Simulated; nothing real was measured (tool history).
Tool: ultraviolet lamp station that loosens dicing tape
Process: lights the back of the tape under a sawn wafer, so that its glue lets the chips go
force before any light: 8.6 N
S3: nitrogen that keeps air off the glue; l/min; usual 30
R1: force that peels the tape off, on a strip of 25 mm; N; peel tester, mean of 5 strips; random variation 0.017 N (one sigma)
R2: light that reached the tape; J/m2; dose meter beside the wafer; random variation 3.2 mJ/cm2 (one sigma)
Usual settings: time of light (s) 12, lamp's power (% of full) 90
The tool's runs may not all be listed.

Run 1, hour 0.0: usual settings. Result: R1 0.969 N, R2 4470 J/m2.
Run 2, hour 88.0: usual settings. Result: R1 0.997 N, R2 4290 J/m2.
Run 3, hour 170.1: usual settings. Result: R1 1.063 N, R2 4230 J/m2.
Run 4, hour 265.1: usual settings. Result: R1 1.110 N, R2 4100 J/m2.
Run 5, hour 307.5: usual settings. Result: R1 1.149 N, R2 4020 J/m2.
Run 6, hour 372.8: usual settings but lamp's power (% of full) 63. Result: R1 2.108 N, R2 2800 J/m2.
At hour 412.4: window cleaned of glue's vapour.
Run 7, hour 448.8: usual settings but lamp's power (% of full) 63. Result: R1 2.436 N, R2 2520 J/m2.
Run 8, hour 513.7: usual settings but lamp's power (% of full) 63. Result: R1 2.452 N, R2 2470 J/m2.
Run 9, hour 557.7: usual settings but lamp's power (% of full) 63. Result: R1 2.393 N, R2 2440 J/m2.
Run 10, hour 624.8: usual settings but lamp's power (% of full) 68. Result: R1 2.321 N, R2 2560 J/m2.
Run 11, hour 665.0: usual settings but S3 9 l/min. Result: R1 2.958 N, R2 3400 J/m2.
Run 12, hour 720.0: usual settings. Result: R1 1.550 N, R2 3330 J/m2.
Run 13, hour 790.6: usual settings. Result: R1 1.679 N, R2 3250 J/m2.
At hour 806.1: window cleaned of glue's vapour, once more.
Run 14, hour 858.4: usual settings. Result: R1 1.104 N, R2 4120 J/m2.
Run 15, hour 923.3: usual settings. Result: R1 1.109 N, R2 4080 J/m2.
Run 16, hour 1000.6: usual settings. Result: R1 1.222 N, R2 3950 J/m2.
Run 17, hour 1077.5: usual settings. Result: R1 1.240 N, R2 3820 J/m2.
Run 18, hour 1155.3: usual settings. Result: R1 1.306 N, R2 3780 J/m2.
Run 19, hour 1245.2: usual settings but S3 45 l/min. Result: R1 1.027 N, R2 3670 J/m2.
Run 20, hour 1301.1: usual settings but time of light (s) 10. Result: R1 1.865 N, R2 3050 J/m2.
Run 21, hour 1341.6: usual settings but lamp's power (% of full) 65. Result: R1 2.272 N, R2 2600 J/m2.
Run 22, hour 1434.9: usual settings but lamp's power (% of full) 72. Result: R1 2.114 N, R2 2810 J/m2.
Run 23, hour 1494.5: usual settings but lamp's power (% of full) 89. Result: R1 1.539 N, R2 3420 J/m2.
Run 24, hour 1569.9: usual settings but time of light (s) 8. Result: R1 2.790 N, R2 2250 J/m2.
At hour 1583.2: window cleaned of glue's vapour.
Run 25, hour 1644.6: usual settings but time of light (s) 8. Result: R1 2.510 N, R2 2430 J/m2.
Run 26, hour 1688.1: usual settings but time of light (s) 16, lamp's power (% of full) 83, S3 42 l/min. Result: R1 0.778 N, R2 4390 J/m2.
Run 27, hour 1745.6: usual settings but time of light (s) 16, lamp's power (% of full) 83, S3 42 l/min. Result: R1 0.774 N, R2 4330 J/m2.
Run 28, hour 1823.1: usual settings but time of light (s) 11, S3 10 l/min. Result: R1 2.988 N, R2 3170 J/m2.
Run 29, hour 1916.6: usual settings but time of light (s) 11, S3 10 l/min. Result: R1 3.135 N, R2 3070 J/m2.
Run 30, hour 2002.0: usual settings but time of light (s) 11, S3 10 l/min. Result: R1 3.368 N, R2 3010 J/m2.
Run 31, hour 2059.5: usual settings but lamp's power (% of full) 96, S3 11 l/min. Result: R1 2.770 N, R2 3400 J/m2.

Run 32 comes next. What will it give?
Run 32, hour 2125.4: usual settings but lamp's power (% of full) 64, S3 38 l/min. Result: R1 ?, R2 ?.

R1: 2.445 N
R2: 2190 J/m2
Without the tool's hidden state the same run would have given R1 1.272 N, R2 3430 J/m2.
